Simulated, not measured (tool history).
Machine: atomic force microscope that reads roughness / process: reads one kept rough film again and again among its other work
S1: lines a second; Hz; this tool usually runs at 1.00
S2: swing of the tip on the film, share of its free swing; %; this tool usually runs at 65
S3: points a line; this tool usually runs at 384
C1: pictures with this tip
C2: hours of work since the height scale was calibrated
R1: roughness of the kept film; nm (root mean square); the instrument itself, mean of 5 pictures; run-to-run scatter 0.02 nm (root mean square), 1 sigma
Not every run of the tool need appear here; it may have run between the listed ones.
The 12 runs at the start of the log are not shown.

| run | day | S1 | S2 | S3 | C1 | C2 | R1 |
|---|---|---|---|---|---|---|---|
| 13 | 8.133 | 1.00 | 84 | 384 | 62 | 185 | 3.980 |
| 14 | 8.825 | 1.00 | 84 | 384 | 89 | 194 | 3.738 |
| 15 | 9.783 | 1.00 | 84 | 384 | 127 | 208 | 3.383 |
|  | 9.862 | new tip fitted |
| 16 | 10.621 | 1.00 | 84 | 384 | 30 | 219 | 4.331 |
| 17 | 11.092 | 1.00 | 84 | 384 | 49 | 226 | 4.106 |
| 18 | 11.629 | 1.00 | 84 | 384 | 70 | 234 | 3.884 |
| 19 | 12.317 | 1.00 | 84 | 384 | 97 | 243 | 3.659 |
| 20 | 12.717 | 1.00 | 69 | 678 | 113 | 249 | 3.691 |
|  | 13.162 | new tip fitted |
| 21 | 13.192 | 1.93 | 69 | 333 | 1 | 255 | 4.743 |
| 22 | 13.800 | 3.04 | 89 | 384 | 25 | 264 | 3.509 |
| 23 | 14.204 | 3.07 | 58 | 398 | 42 | 270 | 4.293 |
| 24 | 15.117 | 1.03 | 80 | 482 | 78 | 282 | 3.841 |
| 25 | 15.512 | 0.54 | 78 | 384 | 93 | 288 | 3.855 |
|  | 16.454 | new tip fitted |
| 26 | 16.458 | 2.57 | 65 | 384 | 0 | 301 | 4.779 |
| 27 | 16.871 | 1.04 | 69 | 384 | 17 | 307 | 4.726 |
| 28 | 17.667 | 1.11 | 69 | 438 | 48 | 318 | 4.277 |

Run 29 has not been measured yet. What should we expect?
| 29 | 18.117 | 2.42 | 59 | 411 | 66 | 324 | ? |

R1: 4.032 nm (root mean square)
Minus the tool's unlogged condition, the same run would have read R1 4.885 nm (root mean square).
